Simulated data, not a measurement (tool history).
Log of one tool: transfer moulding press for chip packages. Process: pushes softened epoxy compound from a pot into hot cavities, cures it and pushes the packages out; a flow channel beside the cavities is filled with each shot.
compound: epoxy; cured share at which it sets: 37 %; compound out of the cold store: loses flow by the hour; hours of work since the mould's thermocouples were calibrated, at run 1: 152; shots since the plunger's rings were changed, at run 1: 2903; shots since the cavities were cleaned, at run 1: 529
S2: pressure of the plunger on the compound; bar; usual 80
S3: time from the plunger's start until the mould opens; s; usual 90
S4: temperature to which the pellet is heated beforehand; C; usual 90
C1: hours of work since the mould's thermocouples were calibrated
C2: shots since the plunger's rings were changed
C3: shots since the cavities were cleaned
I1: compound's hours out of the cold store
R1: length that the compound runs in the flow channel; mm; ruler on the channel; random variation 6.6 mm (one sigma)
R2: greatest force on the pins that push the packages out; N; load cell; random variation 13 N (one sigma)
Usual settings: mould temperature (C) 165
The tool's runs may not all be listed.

Run 1, day 0: usual settings; C1 152; C2 2903; C3 529; I1 46.5. Result: R1 682 mm, R2 878 N.
Run 2, day 0.408: usual settings; C1 159; C2 3055; C3 681; I1 19.4. Result: R1 718 mm, R2 998 N.
At day 0.617: cavities cleaned with cleaning compound and waxed.
Run 3, day 1.021: usual settings; C1 169; C2 3261; C3 151; I1 42.2. Result: R1 693 mm, R2 684 N.
Run 4, day 1.971: usual settings; C1 187; C2 3616; C3 506; I1 47.5. Result: R1 667 mm, R2 858 N.
At day 2.675: cavities cleaned with cleaning compound and waxed.
Run 5, day 2.717: usual settings; C1 199; C2 3872; C3 16; I1 47.1. Result: R1 660 mm, R2 571 N.
Run 6, day 3.65: usual settings but S3 73 s; C1 216; C2 4219; C3 363; I1 8.4. Result: R1 728 mm, R2 1552 N.
Run 7, day 4.067: usual settings; C1 224; C2 4376; C3 520; I1 32.1. Result: R1 694 mm, R2 863 N.
Run 8, day 4.504: usual settings; C1 232; C2 4539; C3 683; I1 36.2. Result: R1 677 mm, R2 878 N.
At day 4.696: cavities cleaned with cleaning compound and waxed.
Run 9, day 5.438: usual settings but S3 110 s; C1 248; C2 4864; C3 277; I1 45.6. Result: R1 663 mm, R2 562 N.
Run 10, day 6.312: usual settings; C1 264; C2 5191; C3 604; I1 45.7. Result: R1 651 mm, R2 886 N.
At day 6.5: plunger's sealing rings changed.
At day 6.862: cavities cleaned with cleaning compound and waxed.
Run 11, day 6.883: usual settings; C1 271; C2 119; C3 7; I1 11.5. Result: R1 755 mm, R2 621 N.
Run 12, day 7.562: usual settings; C1 284; C2 373; C3 261; I1 9.4. Result: R1 767 mm, R2 798 N.
Run 13, day 8.125: usual settings but S3 126 s; C1 294; C2 582; C3 470; I1 20.1. Result: R1 746 mm, R2 579 N.
Run 14, day 8.742: usual settings but mould temperature (C) 159; C1 305; C2 814; C3 702; I1 19.8. Result: R1 758 mm, R2 1527 N.
At day 8.946: cavities cleaned with cleaning compound and waxed.
Run 15, day 9.525: usual settings but mould temperature (C) 171, S2 88.2 bar; C1 319; C2 1082; C3 216; I1 15.4. Result: R1 764 mm, R2 528 N.
Run 16, day 10.071: usual settings but mould temperature (C) 171, S2 88.2 bar; C1 329; C2 1287; C3 421; I1 12.3. Result: R1 780 mm, R2 603 N.
Run 17, day 10.671: usual settings but mould temperature (C) 171, S2 76.7 bar, S3 104 s; C1 340; C2 1511; C3 645; I1 47.4. Result: R1 671 mm, R2 574 N.
At day 11.021: cavities cleaned with cleaning compound and waxed.
Run 18, day 11.579: usual settings but mould temperature (C) 171; C1 355; C2 1826; C3 209; I1 36.1. Result: R1 688 mm, R2 525 N.
Run 19, day 12.183: usual settings but S2 73.5 bar; C1 366; C2 2053; C3 436; I1 38.2. Result: R1 672 mm, R2 800 N.
Run 20, day 12.762: usual settings but mould temperature (C) 163, S2 87.5 bar, S3 96 s; C1 377; C2 2269; C3 652; I1 47.1. Result: R1 708 mm, R2 857 N.
At day 13.062: cavities cleaned with cleaning compound and waxed.
Run 21, day 13.242: usual settings but mould temperature (C) 163, S2 87.5 bar, S3 96 s; C1 384; C2 2425; C3 69; I1 27.1. Result: R1 754 mm, R2 643 N.
Run 22, day 13.688: usual settings but S2 84.3 bar, S3 116 s, S4 98 C; C1 393; C2 2591; C3 235; I1 15. Result: R1 750 mm, R2 522 N.
Run 23, day 14.375: usual settings but mould temperature (C) 172, S2 71 bar, S3 75 s, S4 89 C; C1 405; C2 2847; C3 491; I1 16.2. Result: R1 670 mm, R2 804 N.
At day 15.138: cavities cleaned with cleaning compound and waxed.
Run 24, day 15.25: usual settings but S2 66.6 bar, S4 94 C; C1 420; C2 3151; C3 43; I1 17.3. Result: R1 651 mm, R2 577 N.
Run 25, day 16.075: usual settings but mould temperature (C) 158, S2 70.5 bar, S3 112 s, S4 82 C; C1 435; C2 3459; C3 351; I1 35.6. Result: R1 672 mm, R2 852 N.
Run 26, day 16.95: usual settings but mould temperature (C) 158, S2 70.5 bar, S3 112 s, S4 97 C; C1 451; C2 3785; C3 677; I1 47.3. Result: R1 643 mm, R2 888 N.
At day 17.179: cavities cleaned with cleaning compound and waxed.
Run 27, day 17.6: usual settings but mould temperature (C) 160, S3 92 s; C1 462; C2 4005; C3 157; I1 47.6. Result: R1 690 mm, R2 978 N.
Run 28, day 18.467: usual settings but mould temperature (C) 158, S2 63.6 bar, S3 71 s; C1 478; C2 4329; C3 481; I1 15.3. Result: R1 648 mm, R2 2346 N.

Forecast each of these 3 alternatives for the next run:
Run A, day 18.904: usual settings but mould temperature (C) 158, S2 62.7 bar, S4 99 C; C1 486; C2 4492; C3 644; I1 33.2. Result: R1 ?, R2 ?.
Run B, day 18.904: usual settings but mould temperature (C) 158, S2 98 bar, S3 71 s; C1 486; C2 4492; C3 644; I1 11. Result: R1 ?, R2 ?.
Run C, day 18.904: usual settings but mould temperature (C) 162, S2 86.4 bar, S3 128 s; C1 486; C2 4492; C3 644; I1 24.2. Result: R1 ?, R2 ?.

run   R1    R2
  A  618  1455
  B  818  2497
  C  741   660
Without the tool's hidden state the same runs would have given:
run   R1    R2
  A  660  1015
  B  874  1662
  C  791   434

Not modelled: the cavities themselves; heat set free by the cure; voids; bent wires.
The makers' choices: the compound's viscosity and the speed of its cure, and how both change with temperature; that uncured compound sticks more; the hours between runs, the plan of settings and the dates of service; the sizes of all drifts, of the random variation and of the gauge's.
